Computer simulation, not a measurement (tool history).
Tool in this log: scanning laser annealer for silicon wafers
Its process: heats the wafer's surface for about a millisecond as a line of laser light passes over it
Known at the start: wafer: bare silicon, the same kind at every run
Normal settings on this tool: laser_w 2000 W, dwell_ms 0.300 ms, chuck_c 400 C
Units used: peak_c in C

| run | hour | laser_w | dwell_ms | chuck_c | peak_c |
|---|---|---|---|---|---|
| 1 | 0.0 | 2000 | 0.300 | 400 | 1111 |
| 2 | 54.9 | 2000 | 0.300 | 400 | 1111 |
| 3 | 111.2 | 2000 | 0.300 | 400 | 1107 |
| 4 | 159.1 | 2000 | 0.300 | 374 | 1084 |
| 5 | 190.5 | 2000 | 0.300 | 374 | 1076 |
| 6 | 231.3 | 2000 | 0.300 | 374 | 1074 |
| 7 | 267.4 | 1962 | 0.300 | 400 | 1089 |
| 8 | 322.3 | 2000 | 0.300 | 400 | 1102 |
|  | 365.6 | window over the wafer cleaned |
| 9 | 366.2 | 2000 | 0.300 | 400 | 1133 |
| 10 | 399.8 | 2000 | 0.300 | 400 | 1132 |
| 11 | 458.2 | 2000 | 0.300 | 400 | 1135 |
| 12 | 517.6 | 2000 | 0.300 | 400 | 1126 |
| 13 | 576.4 | 2000 | 0.300 | 400 | 1125 |
| 14 | 611.5 | 2000 | 0.300 | 400 | 1124 |
| 15 | 666.6 | 2000 | 0.300 | 400 | 1123 |
| 16 | 718.2 | 2000 | 0.300 | 400 | 1120 |
| 17 | 755.8 | 2000 | 0.300 | 400 | 1121 |
| 18 | 791.3 | 2000 | 0.300 | 438 | 1158 |
| 19 | 833.3 | 2120 | 0.247 | 414 | 1105 |
| 20 | 879.6 | 2120 | 0.247 | 414 | 1099 |
| 21 | 909.2 | 2120 | 0.247 | 414 | 1099 |
| 22 | 933.3 | 1846 | 0.286 | 412 | 1053 |
| 23 | 969.9 | 2000 | 0.211 | 434 | 1028 |
| 24 | 1021.2 | 2000 | 0.211 | 370 | 965 |
| 25 | 1054.4 | 2067 | 0.248 | 377 | 1045 |
| 26 | 1105.5 | 2000 | 0.222 | 364 | 975 |
| 27 | 1132.0 | 2000 | 0.325 | 389 | 1125 |
| 28 | 1188.0 | 2000 | 0.325 | 389 | 1127 |
| 29 | 1246.4 | 1840 | 0.212 | 389 | 932 |
| 30 | 1280.3 | 1840 | 0.274 | 433 | 1051 |
| 31 | 1316.8 | 1952 | 0.300 | 377 | 1061 |
| 32 | 1359.5 | 1952 | 0.300 | 377 | 1061 |
| 33 | 1406.0 | 1877 | 0.300 | 381 | 1039 |
| 34 | 1436.0 | 1706 | 0.329 | 389 | 1008 |

Pick out some run-to-run changes in peak_c. Of each, how much would a tool without hidden state show as well, from the settings, what came in and chance, and how much is left for the hidden state and any gauge scatter not in both results compared?
What the log doesn't record here: light that passes the window, % of a clean one's; laser's true power over the reading, %; width of the line over the set one, %; drift of the gauge itself on peak_c, C.
Run 8 -> 9: window over the wafer cleaned. peak_c +31 C: hidden state +31, all else +0.
Run 26 -> 27: dwell_ms 0.222 -> 0.325, chuck_c 364 -> 389. peak_c +150 C: hidden state -7, all else +157.
Run 28 -> 29: laser_w 2000 -> 1840, dwell_ms 0.325 -> 0.212. peak_c -195 C: hidden state +8, all else -203.
Run 29 -> 30: dwell_ms 0.212 -> 0.274, chuck_c 389 -> 433. peak_c +119 C: hidden state -5, all else +124.

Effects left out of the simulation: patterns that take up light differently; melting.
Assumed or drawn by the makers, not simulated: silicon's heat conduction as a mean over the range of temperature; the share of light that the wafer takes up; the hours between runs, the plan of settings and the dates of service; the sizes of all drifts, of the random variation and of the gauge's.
